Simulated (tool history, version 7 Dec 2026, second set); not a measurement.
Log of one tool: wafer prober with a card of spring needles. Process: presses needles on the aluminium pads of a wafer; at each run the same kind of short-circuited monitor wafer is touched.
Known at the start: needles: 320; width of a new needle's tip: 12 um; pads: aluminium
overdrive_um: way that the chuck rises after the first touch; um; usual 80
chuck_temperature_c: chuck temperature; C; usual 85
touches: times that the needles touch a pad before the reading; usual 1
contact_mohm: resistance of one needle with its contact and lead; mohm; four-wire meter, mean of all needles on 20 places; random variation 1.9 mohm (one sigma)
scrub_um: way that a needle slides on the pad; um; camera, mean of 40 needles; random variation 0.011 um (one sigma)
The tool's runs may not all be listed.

{"run": 1, "hour": 0.0, "overdrive_um": 80, "chuck_temperature_c": 85, "touches": 1, "contact_mohm": 209, "scrub_um": 10.28}
{"hour": 10.2, "done": "tips cleaned on abrasive film"}
{"run": 2, "hour": 13.5, "overdrive_um": 80, "chuck_temperature_c": 85, "touches": 1, "contact_mohm": 210, "scrub_um": 10.28}
{"hour": 20.0, "done": "tips cleaned on abrasive film"}
{"run": 3, "hour": 20.2, "overdrive_um": 80, "chuck_temperature_c": 85, "touches": 1, "contact_mohm": 208, "scrub_um": 10.27}
{"hour": 30.0, "done": "tips cleaned on abrasive film"}
{"run": 4, "hour": 30.6, "overdrive_um": 80, "chuck_temperature_c": 85, "touches": 1, "contact_mohm": 212, "scrub_um": 10.25}
{"hour": 39.6, "done": "tips cleaned on abrasive film"}
{"run": 5, "hour": 40.8, "overdrive_um": 80, "chuck_temperature_c": 85, "touches": 1, "contact_mohm": 212, "scrub_um": 10.24}
{"run": 6, "hour": 47.1, "overdrive_um": 80, "chuck_temperature_c": 46, "touches": 1, "contact_mohm": 200, "scrub_um": 10.24}
{"hour": 49.4, "done": "tips cleaned on abrasive film"}
{"run": 7, "hour": 55.5, "overdrive_um": 80, "chuck_temperature_c": 46, "touches": 1, "contact_mohm": 203, "scrub_um": 10.23}
{"hour": 59.4, "done": "tips cleaned on abrasive film"}
{"run": 8, "hour": 63.4, "overdrive_um": 80, "chuck_temperature_c": 46, "touches": 1, "contact_mohm": 201, "scrub_um": 10.22}
{"hour": 69.0, "done": "tips cleaned on abrasive film"}
{"run": 9, "hour": 74.7, "overdrive_um": 80, "chuck_temperature_c": 46, "touches": 1, "contact_mohm": 202, "scrub_um": 10.23}
{"hour": 78.9, "done": "tips cleaned on abrasive film"}
{"run": 10, "hour": 84.4, "overdrive_um": 80, "chuck_temperature_c": 46, "touches": 1, "contact_mohm": 197, "scrub_um": 10.21}
{"hour": 88.5, "done": "tips cleaned on abrasive film"}
{"run": 11, "hour": 91.1, "overdrive_um": 80, "chuck_temperature_c": 85, "touches": 1, "contact_mohm": 208, "scrub_um": 10.21}
{"hour": 98.1, "done": "tips cleaned on abrasive film"}
{"run": 12, "hour": 104.0, "overdrive_um": 80, "chuck_temperature_c": 85, "touches": 1, "contact_mohm": 210, "scrub_um": 10.2}
{"hour": 108.0, "done": "tips cleaned on abrasive film"}
{"hour": 118.3, "done": "tips cleaned on abrasive film"}
{"run": 13, "hour": 118.3, "overdrive_um": 80, "chuck_temperature_c": 85, "touches": 1, "contact_mohm": 210, "scrub_um": 10.2}
{"hour": 120.4, "done": "height of the first contact set anew"}
{"hour": 128.0, "done": "tips cleaned on abrasive film"}
{"run": 14, "hour": 130.4, "overdrive_um": 80, "chuck_temperature_c": 85, "touches": 1, "contact_mohm": 207, "scrub_um": 10.17}
{"hour": 137.4, "done": "tips cleaned on abrasive film"}
{"run": 15, "hour": 144.3, "overdrive_um": 80, "chuck_temperature_c": 61, "touches": 1, "contact_mohm": 203, "scrub_um": 10.16}
{"hour": 147.6, "done": "tips cleaned on abrasive film"}
{"run": 16, "hour": 150.6, "overdrive_um": 80, "chuck_temperature_c": 61, "touches": 1, "contact_mohm": 204, "scrub_um": 10.17}
{"hour": 157.0, "done": "tips cleaned on abrasive film"}
{"run": 17, "hour": 159.3, "overdrive_um": 80, "chuck_temperature_c": 61, "touches": 1, "contact_mohm": 201, "scrub_um": 10.17}
{"hour": 167.0, "done": "tips cleaned on abrasive film"}
{"run": 18, "hour": 169.5, "overdrive_um": 80, "chuck_temperature_c": 61, "touches": 1, "contact_mohm": 204, "scrub_um": 10.16}
{"run": 19, "hour": 175.5, "overdrive_um": 80, "chuck_temperature_c": 33, "touches": 2, "contact_mohm": 200, "scrub_um": 10.16}
{"hour": 176.8, "done": "tips cleaned on abrasive film"}
{"hour": 187.0, "done": "tips cleaned on abrasive film"}
{"run": 20, "hour": 187.1, "overdrive_um": 80, "chuck_temperature_c": 48, "touches": 3, "contact_mohm": 200, "scrub_um": 10.15}
{"hour": 196.6, "done": "tips cleaned on abrasive film"}
{"run": 21, "hour": 199.6, "overdrive_um": 80, "chuck_temperature_c": 85, "touches": 1, "contact_mohm": 210, "scrub_um": 10.14}
{"hour": 206.0, "done": "tips cleaned on abrasive film"}
{"run": 22, "hour": 212.6, "overdrive_um": 61, "chuck_temperature_c": 85, "touches": 2, "contact_mohm": 215, "scrub_um": 7.73}
{"hour": 215.5, "done": "tips cleaned on abrasive film"}
{"hour": 225.7, "done": "tips cleaned on abrasive film"}
{"run": 23, "hour": 225.8, "overdrive_um": 90, "chuck_temperature_c": 85, "touches": 2, "contact_mohm": 210, "scrub_um": 11.38}
{"hour": 235.6, "done": "tips cleaned on abrasive film"}
{"run": 24, "hour": 237.8, "overdrive_um": 70, "chuck_temperature_c": 68, "touches": 2, "contact_mohm": 208, "scrub_um": 8.84}
{"hour": 245.0, "done": "tips cleaned on abrasive film"}
{"run": 25, "hour": 250.7, "overdrive_um": 70, "chuck_temperature_c": 68, "touches": 2, "contact_mohm": 208, "scrub_um": 8.85}
{"hour": 255.0, "done": "tips cleaned on abrasive film"}
{"run": 26, "hour": 257.5, "overdrive_um": 86, "chuck_temperature_c": 45, "touches": 1, "contact_mohm": 203, "scrub_um": 10.87}
{"hour": 264.8, "done": "tips cleaned on abrasive film"}
{"run": 27, "hour": 266.0, "overdrive_um": 96, "chuck_temperature_c": 45, "touches": 2, "contact_mohm": 202, "scrub_um": 12.11}
{"run": 28, "hour": 271.9, "overdrive_um": 80, "chuck_temperature_c": 31, "touches": 1, "contact_mohm": 197, "scrub_um": 10.08}
{"hour": 274.6, "done": "tips cleaned on abrasive film"}
{"hour": 284.1, "done": "tips cleaned on abrasive film"}
{"run": 29, "hour": 284.1, "overdrive_um": 80, "chuck_temperature_c": 29, "touches": 2, "contact_mohm": 197, "scrub_um": 10.09}
{"run": 30, "hour": 292.8, "overdrive_um": 80, "chuck_temperature_c": 47, "touches": 1, "contact_mohm": 206, "scrub_um": 10.09}
{"hour": 293.7, "done": "tips cleaned on abrasive film"}
{"hour": 294.9, "done": "height of the first contact set anew"}
{"run": 31, "hour": 302.6, "overdrive_um": 96, "chuck_temperature_c": 70, "touches": 2, "contact_mohm": 208, "scrub_um": 12.08}
{"hour": 303.9, "done": "tips cleaned on abrasive film"}
{"hour": 314.2, "done": "tips cleaned on abrasive film"}
{"run": 32, "hour": 314.3, "overdrive_um": 96, "chuck_temperature_c": 70, "touches": 3, "contact_mohm": 204, "scrub_um": 12.08}

Some steps in scrub_um between neighbouring runs. How much of each would the tool show without its hidden state too (settings, what came in, random variation), and how much is left for the hidden state, with any gauge scatter that isn't in both results?
The hidden state here: debris on the tips, nm; way that the needles fall short of the set height, um; tips' diameter, um; drift of the gauge itself on contact_mohm, %; drift of the gauge itself on scrub_um, %.
Run 21 -> 22: overdrive_um 80 -> 61, touches 1 -> 2, tips cleaned on abrasive film. scrub_um -2.41 um: hidden state +0.02, all else -2.43.
Run 22 -> 23: overdrive_um 61 -> 90, tips cleaned on abrasive film, tips cleaned on abrasive film. scrub_um +3.65 um: hidden state -0.06, all else +3.71.
Run 23 -> 24: overdrive_um 90 -> 70, chuck_temperature_c 85 -> 68, tips cleaned on abrasive film. scrub_um -2.54 um: hidden state +0.03, all else -2.57.
Run 26 -> 27: overdrive_um 86 -> 96, touches 1 -> 2, tips cleaned on abrasive film. scrub_um +1.24 um: hidden state -0.04, all else +1.28.
Run 27 -> 28: overdrive_um 96 -> 80, chuck_temperature_c 45 -> 31, touches 2 -> 1. scrub_um -2.03 um: hidden state +0.04, all else -2.07.
